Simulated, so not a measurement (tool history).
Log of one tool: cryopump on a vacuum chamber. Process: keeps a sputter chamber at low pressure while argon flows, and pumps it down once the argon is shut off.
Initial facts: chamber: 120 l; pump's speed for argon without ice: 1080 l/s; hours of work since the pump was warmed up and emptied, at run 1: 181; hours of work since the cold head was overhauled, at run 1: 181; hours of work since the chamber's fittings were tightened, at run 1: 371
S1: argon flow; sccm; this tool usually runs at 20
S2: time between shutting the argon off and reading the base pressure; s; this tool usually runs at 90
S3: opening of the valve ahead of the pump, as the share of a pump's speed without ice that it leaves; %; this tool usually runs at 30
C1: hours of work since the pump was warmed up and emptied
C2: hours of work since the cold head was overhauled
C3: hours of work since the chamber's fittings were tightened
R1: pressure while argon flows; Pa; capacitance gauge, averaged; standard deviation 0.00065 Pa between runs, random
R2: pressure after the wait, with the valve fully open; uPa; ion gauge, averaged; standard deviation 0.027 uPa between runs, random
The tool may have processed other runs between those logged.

run	hour	S1	S2	S3	C1	C2	C3	R1	R2
1	0	20	90	30	181	181	371	0.1066	1.24
2	44.6	20	90	30	206	206	395	0.1069	1.25
3	76.1	20	90	30	223	223	413	0.1066	1.27
4	112.8	20	90	30	243	243	433	0.1068	1.23
5	155.2	20	90	30	266	266	456	0.1074	1.26
6	176.1	20	90	53	278	278	468	0.0614	1.23
7	197.1	20	90	30	290	290	479	0.1054	1.26
8	229.2	20	90	30	307	307	497	0.1072	1.31
9	249.3	20	90	30	318	318	508	0.1073	1.36
10	279.5	20	90	30	335	335	525	0.1075	1.29
11	307.4	20	90	30	350	350	540	0.108	1.26
12	341.1	20	90	30	369	369	559	0.107	1.3
13	373.1	11	90	30	387	387	576	0.0595	1.34
14	392.2	18	90	30	397	397	587	0.0972	1.28
15	413.8	20	90	30	409	409	599	0.1086	1.28
16	441.5	20	90	30	424	424	614	0.1079	1.34
17	463.1	20	90	23	436	436	626	0.1403	1.32
18	483.5	20	74	21	447	447	637	0.1533	1.51
19	512.5	13	90	30	463	463	653	0.0703	1.3
20	530.8	13	90	27	473	473	663	0.0779	1.29
21	575	13	90	27	498	498	687	0.0786	1.26

Expected results for the next run?
22	596.4	20	106	30	510	510	699	?	?

For run 22 the tool returned R1 0.111 Pa, R2 1.16 uPa.
With the hidden condition absent and the run-to-run variation left alone, this run would have shown R1 0.1057 Pa, R2 1.04 uPa.

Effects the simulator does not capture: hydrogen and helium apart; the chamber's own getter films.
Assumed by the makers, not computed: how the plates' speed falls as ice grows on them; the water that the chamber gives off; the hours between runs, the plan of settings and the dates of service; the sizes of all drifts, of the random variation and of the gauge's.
